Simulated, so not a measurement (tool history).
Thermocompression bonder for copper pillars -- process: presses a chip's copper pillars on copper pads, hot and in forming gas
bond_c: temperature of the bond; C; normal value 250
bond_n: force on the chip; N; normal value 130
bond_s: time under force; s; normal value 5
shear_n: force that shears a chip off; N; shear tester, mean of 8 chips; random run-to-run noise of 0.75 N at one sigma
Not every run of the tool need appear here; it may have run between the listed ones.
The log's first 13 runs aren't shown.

run,hour,bond_c,bond_n,bond_s,shear_n
# hour 294.2: heater calibrated with a thermocouple chip, once more
14,301.8,250,130,3,43.5
15,323.8,250,130,3,43.8
16,354,250,130,5,52.1
17,382.4,250,130,5,52.5
18,396.6,250,130,5,52.3
19,418.6,250,130,5,49.9
# hour 425: forming gas filter changed
20,431.9,250,130,5,53.3
21,455.4,243,130,9,58.6
22,484.6,243,130,9,61
23,508.4,243,167,9,68.4
24,532.3,258,98,13,69.6
25,554.6,273,170,11,91.1
26,578.4,256,79,9,52.9
27,592,239,124,11,56.6
28,608.2,239,124,11,55.6
29,633.2,220,130,5,29.6
30,646.6,248,154,5,57.2
31,669.5,248,154,5,55.2
32,694.3,225,139,7,39.9
33,717.6,225,139,7,39.2
34,739,275,101,5,61.8
35,753.9,225,90,4,22.7

Predict each of these 3 candidate next runs independently; none follows another, all start after run 35:
A,775.7,264,124,5,?
B,775.7,230,130,5,?
C,775.7,250,133,5,?

run,shear_n
A,59.9
B,35.4
C,50.8
With no hidden state in the tool, these same runs would have given:
run,shear_n
A,66.5
B,40
C,56.8
